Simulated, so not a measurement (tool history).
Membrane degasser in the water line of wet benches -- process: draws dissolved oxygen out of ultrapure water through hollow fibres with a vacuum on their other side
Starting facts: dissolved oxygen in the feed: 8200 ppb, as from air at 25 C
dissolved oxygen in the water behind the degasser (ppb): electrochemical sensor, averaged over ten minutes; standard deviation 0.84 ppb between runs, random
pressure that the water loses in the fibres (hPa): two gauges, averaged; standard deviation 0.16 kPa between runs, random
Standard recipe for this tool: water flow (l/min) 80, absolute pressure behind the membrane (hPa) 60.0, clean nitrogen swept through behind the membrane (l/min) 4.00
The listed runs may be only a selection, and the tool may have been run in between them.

run,hour,water flow (l/min),absolute pressure behind the membrane (hPa),clean nitrogen swept through behind the membrane (l/min),dissolved oxygen in the water behind the degasser (ppb),pressure that the water loses in the fibres (hPa)
1,0.0,80,60.0,4.00,132.5,340.7
2,55.5,80,60.0,4.00,132.5,340.1
3,89.6,80,60.0,4.00,132.2,339.8
4,132.5,80,60.0,4.00,132.4,340.2
5,195.0,80,60.0,4.00,132.0,337.4
6,258.9,80,60.0,4.00,131.3,341.5
7,295.3,80,60.0,4.00,132.9,341.6
8,347.1,80,60.0,4.00,132.7,343.5
9,386.6,80,60.0,4.00,131.5,343.0
10,417.9,80,60.0,4.00,133.0,342.5
11,462.1,80,60.0,4.00,132.2,343.9
12,522.0,80,60.0,5.18,107.6,344.4
13,580.8,80,60.0,5.18,107.9,338.5
# hour 585.7: vacuum gauge calibrated
14,615.5,80,76.9,5.18,167.7,339.0
15,692.3,80,76.9,5.18,168.0,339.9
16,756.5,80,52.8,5.18,83.0,342.4
17,814.4,80,52.8,5.18,82.8,339.8
18,852.8,80,52.8,5.18,83.5,338.7
19,920.4,65,60.0,2.58,158.7,279.6
20,988.6,65,60.0,2.58,157.7,275.7
# hour 1037.4: vacuum gauge calibrated, once more
21,1056.2,65,60.0,2.58,158.1,278.5
22,1113.7,97,60.0,2.45,236.4,413.9
23,1166.5,89,70.8,6.93,126.6,376.1

Each row is a separate what-if for the run after 23, all from the same tool condition, not one after another. Results?
A,1231.5,110,94.2,2.61,?,?
B,1231.5,54,70.8,2.54,?,?
C,1231.5,60,139.4,1.70,?,?

run,dissolved oxygen in the water behind the degasser (ppb),pressure that the water loses in the fibres (hPa)
A,521.5,469.0
B,185.2,228.4
C,714.2,254.7
What these runs would have given with no unlogged condition in the tool:
run,dissolved oxygen in the water behind the degasser (ppb),pressure that the water loses in the fibres (hPa)
A,516.6,464.5
B,181.9,226.2
C,709.6,252.3
